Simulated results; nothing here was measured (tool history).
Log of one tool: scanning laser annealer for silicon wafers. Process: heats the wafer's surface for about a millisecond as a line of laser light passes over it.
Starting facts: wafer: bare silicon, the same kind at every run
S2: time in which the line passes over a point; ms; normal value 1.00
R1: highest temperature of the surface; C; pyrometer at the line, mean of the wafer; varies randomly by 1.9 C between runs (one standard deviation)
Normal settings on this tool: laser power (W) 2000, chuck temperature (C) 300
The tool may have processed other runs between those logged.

Run 1, hour 0.0: usual settings. Result: R1 1096 C.
Run 2, hour 12.9: usual settings. Result: R1 1087 C.
Run 3, hour 24.8: usual settings. Result: R1 1087 C.
Run 4, hour 38.9: usual settings. Result: R1 1087 C.
Run 5, hour 49.6: usual settings but chuck temperature (C) 308. Result: R1 1097 C.
Run 6, hour 65.8: usual settings but chuck temperature (C) 308. Result: R1 1097 C.
Run 7, hour 83.2: usual settings but chuck temperature (C) 308. Result: R1 1129 C.
Run 8, hour 95.3: usual settings. Result: R1 1125 C.
Run 9, hour 111.7: usual settings. Result: R1 1124 C.
Run 10, hour 119.9: usual settings. Result: R1 1124 C.
Run 11, hour 134.8: usual settings. Result: R1 1118 C.
Run 12, hour 148.3: usual settings. Result: R1 1119 C.
Run 13, hour 156.1: usual settings but S2 0.86 ms. Result: R1 1054 C.
Run 14, hour 163.4: usual settings but S2 0.86 ms. Result: R1 1057 C.
Run 15, hour 172.9: usual settings but S2 0.86 ms. Result: R1 1051 C.
Run 16, hour 185.0: usual settings but S2 0.86 ms. Result: R1 1051 C.
Run 17, hour 199.2: usual settings but S2 0.86 ms. Result: R1 1049 C.
Run 18, hour 209.3: usual settings but chuck temperature (C) 337. Result: R1 1154 C.
Run 19, hour 222.7: usual settings but chuck temperature (C) 337. Result: R1 1152 C.
Run 20, hour 234.1: usual settings but chuck temperature (C) 337. Result: R1 1150 C.
Run 21, hour 242.6: usual settings but S2 1.04 ms, chuck temperature (C) 337. Result: R1 1169 C.
Run 22, hour 249.7: usual settings but laser power (W) 1910, S2 1.24 ms, chuck temperature (C) 337. Result: R1 1211 C.
Run 23, hour 263.4: usual settings but laser power (W) 1936, chuck temperature (C) 338. Result: R1 1125 C.
Run 24, hour 274.1: usual settings but laser power (W) 2091, S2 1.24 ms, chuck temperature (C) 318. Result: R1 1268 C.
Run 25, hour 285.2: usual settings but S2 1.07 ms, chuck temperature (C) 331. Result: R1 1170 C.
Run 26, hour 297.5: usual settings but S2 1.07 ms, chuck temperature (C) 331. Result: R1 1170 C.
Run 27, hour 305.8: usual settings but S2 1.07 ms, chuck temperature (C) 331. Result: R1 1170 C.
Run 28, hour 321.0: usual settings but S2 1.07 ms, chuck temperature (C) 331. Result: R1 1169 C.
Run 29, hour 331.5: usual settings but laser power (W) 2149, S2 0.81 ms, chuck temperature (C) 331. Result: R1 1096 C.
Run 30, hour 338.8: usual settings but laser power (W) 1826, S2 1.19 ms, chuck temperature (C) 276. Result: R1 1089 C.
Run 31, hour 348.4: usual settings but S2 1.13 ms, chuck temperature (C) 329. Result: R1 1188 C.
Run 32, hour 363.0: usual settings but laser power (W) 1872, S2 0.83 ms, chuck temperature (C) 329. Result: R1 1014 C.
Run 33, hour 371.1: usual settings but laser power (W) 1872, S2 0.83 ms, chuck temperature (C) 329. Result: R1 1009 C.
Run 34, hour 379.9: usual settings but laser power (W) 2171, S2 0.74 ms, chuck temperature (C) 294. Result: R1 1027 C.
Run 35, hour 387.8: usual settings but laser power (W) 1958, chuck temperature (C) 266. Result: R1 1050 C.
Run 36, hour 396.3: usual settings but laser power (W) 1958, S2 1.06 ms, chuck temperature (C) 266. Result: R1 1077 C.
Run 37, hour 406.8: usual settings but laser power (W) 1958, S2 1.06 ms, chuck temperature (C) 266. Result: R1 1073 C.
Run 38, hour 416.7: usual settings but S2 0.87 ms, chuck temperature (C) 317. Result: R1 1058 C.
Run 39, hour 424.2: usual settings but laser power (W) 1899, chuck temperature (C) 286. Result: R1 1046 C.
Run 40, hour 439.4: usual settings but laser power (W) 1899, chuck temperature (C) 286. Result: R1 1045 C.
Run 41, hour 453.2: usual settings but laser power (W) 1849, S2 0.93 ms, chuck temperature (C) 305. Result: R1 1014 C.
Run 42, hour 464.1: usual settings but laser power (W) 1849, S2 0.71 ms, chuck temperature (C) 268. Result: R1 878 C.

Taken out of this log: 1 entry between the listed runs. Where each belongs, and how the hidden state differs across it:
Run 6 -> run 7: window over the wafer cleaned (hour 75.2)
  light that passes the window, % of a clean one's: 94.94 -> 99.9; width of the line over the set one, %: 3.44 -> 3.47
  difference, measured minus the result without the unlogged condition, R1: -49 -> -12 C
